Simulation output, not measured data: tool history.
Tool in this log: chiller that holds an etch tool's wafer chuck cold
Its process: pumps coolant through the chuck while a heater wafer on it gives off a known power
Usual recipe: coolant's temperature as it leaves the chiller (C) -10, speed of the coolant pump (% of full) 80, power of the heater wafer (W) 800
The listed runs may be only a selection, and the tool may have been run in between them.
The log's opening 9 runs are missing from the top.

| run | hour | coolant's temperature as it leaves the chiller (C) | speed of the coolant pump (% of full) | power of the heater wafer (W) | hours since the coolant was changed and the channels were flushed | hours since the pump was overhauled | hours since the chiller's thermometer was calibrated | chuck's temperature once it has settled (C) | how much warmer the coolant comes back (C) |
|---|---|---|---|---|---|---|---|---|---|
| 10 | 503.1 | -10 | 63 | 800 | 1490 | 3436 | 1376 | 0.9 | 4.99 |
| 11 | 567.7 | -10 | 63 | 800 | 1555 | 3501 | 1441 | 1.0 | 5.01 |
| 12 | 643.5 | -10 | 80 | 941 | 1631 | 3577 | 1517 | 1.1 | 4.55 |
| 13 | 712.8 | -10 | 80 | 941 | 1700 | 3646 | 1586 | 1.2 | 4.57 |
| 14 | 783.3 | -16 | 80 | 800 | 1770 | 3716 | 1656 | -6.6 | 3.85 |
| 15 | 863.8 | -10 | 80 | 800 | 1851 | 3797 | 1737 | -0.5 | 3.92 |
| 16 | 939.6 | -10 | 80 | 584 | 1927 | 3873 | 1813 | -3.0 | 2.83 |
|  | 946.5 | chiller's thermometer calibrated |
| 17 | 1017.0 | -10 | 80 | 584 | 2003 | 3949 | 70 | -3.1 | 2.88 |
| 18 | 1054.5 | -17 | 61 | 800 | 2041 | 3987 | 108 | -5.6 | 5.24 |
|  | 1073.2 | chiller's thermometer calibrated, once more |
| 19 | 1122.8 | -17 | 61 | 800 | 2108 | 4054 | 50 | -5.9 | 5.24 |
| 20 | 1158.4 | -17 | 61 | 800 | 2144 | 4090 | 85 | -5.9 | 5.27 |
| 21 | 1226.3 | -17 | 61 | 800 | 2211 | 4157 | 153 | -5.7 | 5.32 |
| 22 | 1297.1 | -17 | 61 | 800 | 2282 | 4228 | 224 | -5.6 | 5.26 |
| 23 | 1375.3 | -17 | 91 | 712 | 2360 | 4306 | 302 | -9.0 | 3.09 |
| 24 | 1431.1 | -17 | 77 | 712 | 2416 | 4362 | 358 | -8.3 | 3.68 |
| 25 | 1471.5 | -17 | 77 | 712 | 2457 | 4403 | 398 | -8.4 | 3.64 |
| 26 | 1526.7 | -8 | 99 | 641 | 2512 | 4458 | 453 | -1.0 | 2.46 |
| 27 | 1585.8 | -8 | 99 | 641 | 2571 | 4517 | 513 | -1.3 | 2.51 |
| 28 | 1631.1 | -5 | 61 | 809 | 2616 | 4562 | 558 | 6.3 | 5.37 |
| 29 | 1676.7 | -5 | 61 | 809 | 2662 | 4608 | 604 | 6.4 | 5.37 |
| 30 | 1725.0 | -10 | 63 | 652 | 2710 | 4656 | 652 | -0.9 | 4.21 |
| 31 | 1764.5 | -2 | 63 | 652 | 2750 | 4696 | 691 | 7.1 | 4.17 |
| 32 | 1815.3 | -2 | 63 | 652 | 2801 | 4746 | 742 | 7.1 | 4.16 |

Branching from run 32: 4 alternative next runs. What would each branch give?
| A | 1863.6 | -8 | 63 | 440 | 2849 | 4795 | 790 | ? | ? |
| B | 1863.6 | -10 | 80 | 532 | 2849 | 4795 | 790 | ? | ? |
| C | 1863.6 | -10 | 80 | 825 | 2849 | 4795 | 790 | ? | ? |
| D | 1863.6 | -7 | 84 | 955 | 2849 | 4795 | 790 | ? | ? |

| run | chuck's temperature once it has settled (C) | how much warmer the coolant comes back (C) |
|---|---|---|
| A | -1.8 | 2.88 |
| B | -3.6 | 2.71 |
| C | -0.1 | 4.13 |
| D | 4.2 | 4.48 |
The same runs, with their run-to-run variation unchanged, on a tool lacking any hidden condition would have given:
| run | chuck's temperature once it has settled (C) | how much warmer the coolant comes back (C) |
|---|---|---|
| A | -2.4 | 2.61 |
| B | -4.1 | 2.46 |
| C | -1.0 | 3.75 |
| D | 3.2 | 4.06 |

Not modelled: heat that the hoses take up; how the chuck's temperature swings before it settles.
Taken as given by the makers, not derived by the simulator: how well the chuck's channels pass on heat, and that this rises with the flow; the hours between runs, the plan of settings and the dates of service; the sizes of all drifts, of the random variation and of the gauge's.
